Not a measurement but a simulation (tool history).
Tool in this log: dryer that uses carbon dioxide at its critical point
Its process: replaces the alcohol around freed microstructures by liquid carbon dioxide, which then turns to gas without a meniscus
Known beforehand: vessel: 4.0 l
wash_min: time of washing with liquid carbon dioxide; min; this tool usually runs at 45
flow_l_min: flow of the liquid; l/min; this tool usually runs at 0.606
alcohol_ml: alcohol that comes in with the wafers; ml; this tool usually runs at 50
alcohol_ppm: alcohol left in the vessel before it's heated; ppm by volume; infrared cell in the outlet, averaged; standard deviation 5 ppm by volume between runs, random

run 1 hour=0.0 | wash_min=45 flow_l_min=0.606 alcohol_ml=50 | alcohol_ppm=124
run 2 hour=27.7 | wash_min=45 flow_l_min=0.534 alcohol_ml=50 | alcohol_ppm=152
run 3 hour=59.2 | wash_min=45 flow_l_min=0.534 alcohol_ml=50 | alcohol_ppm=160
run 4 hour=82.0 | wash_min=45 flow_l_min=0.606 alcohol_ml=50 | alcohol_ppm=130
run 5 hour=106.9 | wash_min=45 flow_l_min=0.606 alcohol_ml=50 | alcohol_ppm=129
run 6 hour=136.3 | wash_min=45 flow_l_min=0.606 alcohol_ml=50 | alcohol_ppm=141
run 7 hour=152.9 | wash_min=45 flow_l_min=0.606 alcohol_ml=50 | alcohol_ppm=150
run 8 hour=166.6 | wash_min=45 flow_l_min=0.606 alcohol_ml=50 | alcohol_ppm=138
run 9 hour=189.7 | wash_min=45 flow_l_min=0.606 alcohol_ml=50 | alcohol_ppm=140
run 10 hour=208.2 | wash_min=61 flow_l_min=0.579 alcohol_ml=22 | alcohol_ppm=106
run 11 hour=229.1 | wash_min=72 flow_l_min=0.725 alcohol_ml=20 | alcohol_ppm=103
run 12 hour=247.5 | wash_min=45 flow_l_min=0.625 alcohol_ml=56 | alcohol_ppm=153
run 13 hour=264.4 | wash_min=45 flow_l_min=0.956 alcohol_ml=23 | alcohol_ppm=114
run 14 hour=289.6 | wash_min=45 flow_l_min=0.619 alcohol_ml=76 | alcohol_ppm=195
run 15 hour=305.6 | wash_min=45 flow_l_min=0.562 alcohol_ml=22 | alcohol_ppm=156
run 16 hour=326.3 | wash_min=45 flow_l_min=0.365 alcohol_ml=24 | alcohol_ppm=359

Consider 3 possible next runs. They are alternatives, not a sequence: every one starts from the tool as it was left by run 16. What does each give?
run A hour=352.0 | wash_min=38 flow_l_min=0.606 alcohol_ml=60 | alcohol_ppm=?
run B hour=352.0 | wash_min=31 flow_l_min=0.499 alcohol_ml=29 | alcohol_ppm=?
run C hour=352.0 | wash_min=45 flow_l_min=1.016 alcohol_ml=24 | alcohol_ppm=?

run=A alcohol_ppm=280
run=B alcohol_ppm=478
run=C alcohol_ppm=126
Stripped of hidden state, with their random variation kept, the same runs would have yielded:
run=A alcohol_ppm=95
run=B alcohol_ppm=245
run=C alcohol_ppm=9
